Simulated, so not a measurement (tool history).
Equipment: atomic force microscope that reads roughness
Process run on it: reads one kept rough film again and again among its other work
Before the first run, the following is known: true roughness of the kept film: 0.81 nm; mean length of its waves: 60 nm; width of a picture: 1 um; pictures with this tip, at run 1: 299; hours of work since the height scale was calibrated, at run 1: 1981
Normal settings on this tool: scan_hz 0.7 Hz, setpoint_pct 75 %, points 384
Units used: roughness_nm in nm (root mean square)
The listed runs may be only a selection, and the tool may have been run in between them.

run	day	scan_hz	setpoint_pct	points	pictures with this tip	hours of work since the height scale was calibrated	roughness_nm
1	0	0.7	75	384	299	1981	0.739
# day 0.846: new tip fitted
2	2.588	0.7	75	384	90	2022	0.74
3	4.7	0.7	74	384	200	2056	0.742
4	7.108	0.7	74	384	325	2095	0.741
# day 7.442: new tip fitted
5	10.333	0.7	74	384	150	2147	0.744
6	12.538	0.7	76	384	264	2183	0.734
# day 14.158: new tip fitted
# day 14.633: height scale calibrated on a step standard
7	15.604	1.021	76	384	73	16	0.736
8	17.979	0.7	75	384	196	54	0.758
9	19.683	0.7	75	384	285	82	0.752
# day 20.754: new tip fitted
10	22.796	0.7	75	384	106	132	0.757
11	24.542	0.7	75	384	197	160	0.756
12	27.004	0.7	75	384	325	200	0.753
# day 27.379: new tip fitted
13	30.138	0.7	75	384	144	250	0.752
14	32.642	0.7	75	572	274	291	0.75
# day 34.054: new tip fitted
15	35.542	0.7	75	572	77	337	0.758
16	39.083	0.628	75	384	262	395	0.755
# day 40.654: new tip fitted
17	41.583	0.628	75	384	48	435	0.762
18	43.65	1.813	75	384	156	468	0.697
19	46.488	1.813	75	384	303	514	0.691
# day 47.362: new tip fitted
20	47.954	0.7	75	384	31	537	0.755
21	49.408	0.7	78	384	107	561	0.745
22	51.304	0.7	75	384	205	592	0.752
23	53.4	3.318	65	435	314	626	0.684
# day 53.946: new tip fitted
24	56.108	3.318	65	435	112	669	0.69
25	57.746	1.467	68	610	197	696	0.734
# day 60.571: new tip fitted
26	60.938	0.553	83	610	19	747	0.748
27	62.671	3.518	83	258	109	775	0.552
28	65.467	3.145	69	384	254	820	0.667
29	66.958	2.995	69	384	332	844	0.67
# day 67.254: new tip fitted
30	68.996	2.635	69	396	90	877	0.688
31	71.858	2.635	69	396	239	923	0.682
# day 73.754: new tip fitted
32	74.471	2.635	69	429	37	965	0.688
33	77.771	2.635	69	429	208	1018	0.685
# day 80.421: new tip fitted
34	80.421	2.635	76	428	0	1061	0.648
35	81.958	1.151	79	384	80	1086	0.71
36	83.45	1.151	79	384	157	1110	0.71
# day 86.95: new tip fitted
37	86.95	0.7	84	507	0	1166	0.729
38	90.083	0.7	84	507	163	1217	0.726
39	91.529	0.7	80	709	238	1240	0.732
# day 93.508: new tip fitted
40	93.508	0.7	80	709	0	1272	0.74
41	95.892	0.7	59	1017	124	1311	0.776
42	98.429	0.987	69	630	256	1352	0.746
# day 100.021: new tip fitted
43	100.171	0.987	69	630	8	1380	0.751

4 ways to go on from here, each from the tool as it stands after run 43. What would each give?
A	102.575	3.595	61	384	133	1418	?
B	102.575	0.987	63	630	133	1418	?
C	102.575	0.561	69	630	133	1418	?
D	102.575	0.987	84	638	133	1418	?

run	roughness_nm
A	0.698
B	0.76
C	0.767
D	0.701
Without the tool's hidden state the same runs would have given:
run	roughness_nm
A	0.711
B	0.775
C	0.781
D	0.714
